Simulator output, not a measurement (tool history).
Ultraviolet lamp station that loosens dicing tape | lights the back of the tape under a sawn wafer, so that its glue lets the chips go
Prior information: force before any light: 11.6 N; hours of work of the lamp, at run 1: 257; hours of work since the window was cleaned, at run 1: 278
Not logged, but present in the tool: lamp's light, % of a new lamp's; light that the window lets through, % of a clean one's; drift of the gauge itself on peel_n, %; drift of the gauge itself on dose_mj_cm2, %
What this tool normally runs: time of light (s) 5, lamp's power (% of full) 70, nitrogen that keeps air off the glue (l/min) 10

| run | hour | time of light (s) | lamp's power (% of full) | nitrogen that keeps air off the glue (l/min) | hours of work of the lamp | hours of work since the window was cleaned | force that peels the tape off (N) | light that reached the tape (J/m2) |
|---|---|---|---|---|---|---|---|---|
| 1 | 0.0 | 5 | 70 | 10 | 257 | 278 | 1.676 | 2950 |
| 2 | 11.5 | 2 | 70 | 10 | 263 | 284 | 5.528 | 1190 |
| 3 | 26.4 | 2 | 70 | 10 | 270 | 292 | 5.254 | 1150 |
| 4 | 41.7 | 2 | 70 | 10 | 278 | 300 | 5.517 | 1150 |
|  | 43.5 | window cleaned of glue's vapour |
| 5 | 55.9 | 2 | 70 | 10 | 286 | 6 | 5.600 | 1090 |
| 6 | 71.4 | 5 | 70 | 10 | 294 | 15 | 2.020 | 2790 |
| 7 | 83.1 | 5 | 70 | 12 | 300 | 21 | 1.871 | 2730 |
| 8 | 92.9 | 4 | 70 | 3 | 305 | 26 | 4.575 | 2150 |
| 9 | 109.7 | 2 | 89 | 14 | 314 | 35 | 4.439 | 1360 |
|  | 114.4 | window cleaned of glue's vapour, once more |
| 10 | 119.9 | 5 | 70 | 10 | 319 | 3 | 1.545 | 3180 |
| 11 | 130.1 | 7 | 98 | 13 | 324 | 8 | 0.235 | 6260 |
| 12 | 145.2 | 7 | 98 | 13 | 332 | 16 | 0.226 | 6130 |

Alternative continuations, all from the tool just after run 12; predict every row:
| A | 161.8 | 8 | 86 | 4 | 341 | 25 | ? | ? |
| B | 161.8 | 7 | 70 | 11 | 341 | 25 | ? | ? |
| C | 161.8 | 8 | 68 | 10 | 341 | 25 | ? | ? |
| D | 161.8 | 7 | 65 | 7 | 341 | 25 | ? | ? |

| run | force that peels the tape off (N) | light that reached the tape (J/m2) |
|---|---|---|
| A | 0.687 | 6170 |
| B | 0.695 | 4390 |
| C | 0.585 | 4840 |
| D | 1.188 | 4060 |
Without the tool's hidden state the same runs would have given:
| run | force that peels the tape off (N) | light that reached the tape (J/m2) |
|---|---|---|
| A | 0.487 | 7000 |
| B | 0.492 | 4980 |
| C | 0.407 | 5490 |
| D | 0.884 | 4610 |

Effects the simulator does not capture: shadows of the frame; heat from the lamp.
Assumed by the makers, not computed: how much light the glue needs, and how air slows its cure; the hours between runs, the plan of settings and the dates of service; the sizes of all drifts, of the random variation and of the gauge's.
